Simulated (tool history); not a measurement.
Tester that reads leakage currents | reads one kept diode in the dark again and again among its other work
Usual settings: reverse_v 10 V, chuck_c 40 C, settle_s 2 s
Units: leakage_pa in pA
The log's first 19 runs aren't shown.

{"run": 20, "day": 100.575, "reverse_v": 10, "chuck_c": 40, "settle_s": 5.18, "leakage_pa": 718.04}
{"run": 21, "day": 103.833, "reverse_v": 10, "chuck_c": 40, "settle_s": 5.18, "leakage_pa": 726.47}
{"run": 22, "day": 107.817, "reverse_v": 1, "chuck_c": 40, "settle_s": 2, "leakage_pa": 296.02}
{"run": 23, "day": 114.25, "reverse_v": 1, "chuck_c": 40, "settle_s": 2, "leakage_pa": 301.26}
{"run": 24, "day": 118.562, "reverse_v": 4, "chuck_c": 40, "settle_s": 1.64, "leakage_pa": 522.34}
{"run": 25, "day": 122.392, "reverse_v": 4, "chuck_c": 40, "settle_s": 1.64, "leakage_pa": 533.42}
{"day": 123.912, "done": "chuck's temperature calibrated"}
{"run": 26, "day": 128.092, "reverse_v": 4, "chuck_c": 40, "settle_s": 1.64, "leakage_pa": 492.19}
{"run": 27, "day": 131.188, "reverse_v": 4, "chuck_c": 40, "settle_s": 1.64, "leakage_pa": 494.23}
{"run": 28, "day": 135.717, "reverse_v": 11.9, "chuck_c": 40, "settle_s": 1.09, "leakage_pa": 774.38}
{"run": 29, "day": 139.908, "reverse_v": 11.9, "chuck_c": 40, "settle_s": 1.09, "leakage_pa": 785.53}
{"run": 30, "day": 144.492, "reverse_v": 1.6, "chuck_c": 23, "settle_s": 2, "leakage_pa": 98.24}
{"run": 31, "day": 150.138, "reverse_v": 6.6, "chuck_c": 32, "settle_s": 6.22, "leakage_pa": 357.48}
{"run": 32, "day": 154.65, "reverse_v": 6.6, "chuck_c": 32, "settle_s": 6.22, "leakage_pa": 360.44}
{"day": 158.2, "done": "chuck's temperature calibrated"}
{"run": 33, "day": 160.383, "reverse_v": 1.1, "chuck_c": 50, "settle_s": 6.22, "leakage_pa": 603.65}
{"run": 34, "day": 164.592, "reverse_v": 1.1, "chuck_c": 50, "settle_s": 6.22, "leakage_pa": 608.51}
{"run": 35, "day": 168.458, "reverse_v": 1.1, "chuck_c": 43, "settle_s": 6.22, "leakage_pa": 376.69}
{"run": 36, "day": 174.55, "reverse_v": 1.1, "chuck_c": 43, "settle_s": 6.22, "leakage_pa": 384.19}
{"day": 176.462, "done": "probe card cleaned and baked"}
{"run": 37, "day": 179.546, "reverse_v": 1.1, "chuck_c": 43, "settle_s": 6.22, "leakage_pa": 386.92}
{"run": 38, "day": 185.242, "reverse_v": 1.1, "chuck_c": 43, "settle_s": 6.22, "leakage_pa": 392.78}
{"run": 39, "day": 189.967, "reverse_v": 1.1, "chuck_c": 43, "settle_s": 6.22, "leakage_pa": 400.95}
{"day": 192.383, "done": "chuck's temperature calibrated"}
{"run": 40, "day": 196.012, "reverse_v": 11.5, "chuck_c": 26, "settle_s": 6.22, "leakage_pa": 250.26}

3 ways to go on from here, each from the tool as it stands after run 40. What would each give?
{"run": "A", "day": 201.321, "reverse_v": 10, "chuck_c": 25, "settle_s": 2, "leakage_pa": "?"}
{"run": "B", "day": 201.321, "reverse_v": 11.5, "chuck_c": 60, "settle_s": 4.35, "leakage_pa": "?"}
{"run": "C", "day": 201.321, "reverse_v": 11.5, "chuck_c": 55, "settle_s": 4.38, "leakage_pa": "?"}

run=A leakage_pa=222.29
run=B leakage_pa=2950.72
run=C leakage_pa=2128.92
Without the tool's hidden state the same runs would have given:
run=A leakage_pa=211.27
run=B leakage_pa=2857.67
run=C leakage_pa=2059.58
